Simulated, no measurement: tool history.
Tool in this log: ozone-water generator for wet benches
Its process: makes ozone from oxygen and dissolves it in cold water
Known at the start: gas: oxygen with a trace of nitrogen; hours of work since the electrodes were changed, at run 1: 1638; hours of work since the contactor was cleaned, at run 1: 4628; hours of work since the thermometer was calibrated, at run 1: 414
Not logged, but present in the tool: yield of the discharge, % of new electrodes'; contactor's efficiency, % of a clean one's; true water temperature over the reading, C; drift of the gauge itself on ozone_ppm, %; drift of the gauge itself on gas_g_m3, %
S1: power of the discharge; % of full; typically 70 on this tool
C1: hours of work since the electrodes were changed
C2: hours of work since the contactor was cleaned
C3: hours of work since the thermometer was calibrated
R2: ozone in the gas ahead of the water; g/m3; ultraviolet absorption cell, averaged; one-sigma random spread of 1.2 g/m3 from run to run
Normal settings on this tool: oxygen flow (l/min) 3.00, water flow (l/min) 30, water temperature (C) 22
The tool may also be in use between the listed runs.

Run 1, hour 0.0: usual settings; C1 1638; C2 4628; C3 414. Result: dissolved ozone (ppm) 11.5, R2 211.4 g/m3.
Run 2, hour 130.3: usual settings; C1 1738; C2 4727; C3 514. Result: dissolved ozone (ppm) 11.5, R2 211.3 g/m3.
Run 3, hour 241.6: usual settings but S1 49 % of full; C1 1824; C2 4813; C3 600. Result: dissolved ozone (ppm) 9.7, R2 175.3 g/m3.
Run 4, hour 380.1: usual settings but S1 49 % of full; C1 1930; C2 4919; C3 706. Result: dissolved ozone (ppm) 9.3, R2 175.1 g/m3.
Run 5, hour 464.6: usual settings but water temperature (C) 21; C1 1994; C2 4984; C3 771. Result: dissolved ozone (ppm) 11.4, R2 209.4 g/m3.
Run 6, hour 547.6: usual settings but water temperature (C) 21; C1 2058; C2 5047; C3 834. Result: dissolved ozone (ppm) 11.2, R2 210.3 g/m3.
Run 7, hour 629.0: usual settings but S1 73 % of full, oxygen flow (l/min) 1.70; C1 2120; C2 5110; C3 897. Result: dissolved ozone (ppm) 8.9, R2 260.3 g/m3.
At hour 640.7: contactor cleaned.
Run 8, hour 735.0: usual settings but S1 73 % of full, oxygen flow (l/min) 1.70; C1 2199; C2 72; C3 975. Result: dissolved ozone (ppm) 8.7, R2 259.7 g/m3.
Run 9, hour 809.9: usual settings but S1 73 % of full, oxygen flow (l/min) 1.70; C1 2256; C2 130; C3 1032. Result: dissolved ozone (ppm) 8.5, R2 256.7 g/m3.
Run 10, hour 875.6: usual settings but S1 73 % of full, oxygen flow (l/min) 1.70; C1 2306; C2 180; C3 1082. Result: dissolved ozone (ppm) 8.7, R2 261.0 g/m3.
Run 11, hour 979.0: usual settings but S1 89 % of full, oxygen flow (l/min) 1.70, water flow (l/min) 31, water temperature (C) 15; C1 2386; C2 259; C3 1162. Result: dissolved ozone (ppm) 9.5, R2 284.9 g/m3.

Predict each of these 3 candidate next runs independently; none follows another, all start after run 11:
Run A, hour 1039.7: usual settings but S1 46 % of full, water flow (l/min) 39, water temperature (C) 27; C1 2432; C2 306; C3 1208. Result: dissolved ozone (ppm) ?, R2 ?.
Run B, hour 1039.7: usual settings but S1 89 % of full, oxygen flow (l/min) 1.70, water flow (l/min) 31, water temperature (C) 15; C1 2432; C2 306; C3 1208. Result: dissolved ozone (ppm) ?, R2 ?.
Run C, hour 1039.7: usual settings but S1 60 % of full, oxygen flow (l/min) 2.46, water flow (l/min) 32; C1 2432; C2 306; C3 1208. Result: dissolved ozone (ppm) ?, R2 ?.

run  dissolved ozone (ppm)     R2
  A                    6.5  168.7
  B                    9.6  283.0
  C                    8.7  208.5
Had the tool no hidden state, the same runs would have come out as:
run  dissolved ozone (ppm)     R2
  A                    7.4  176.6
  B                   11.0  301.8
  C                    9.9  219.8
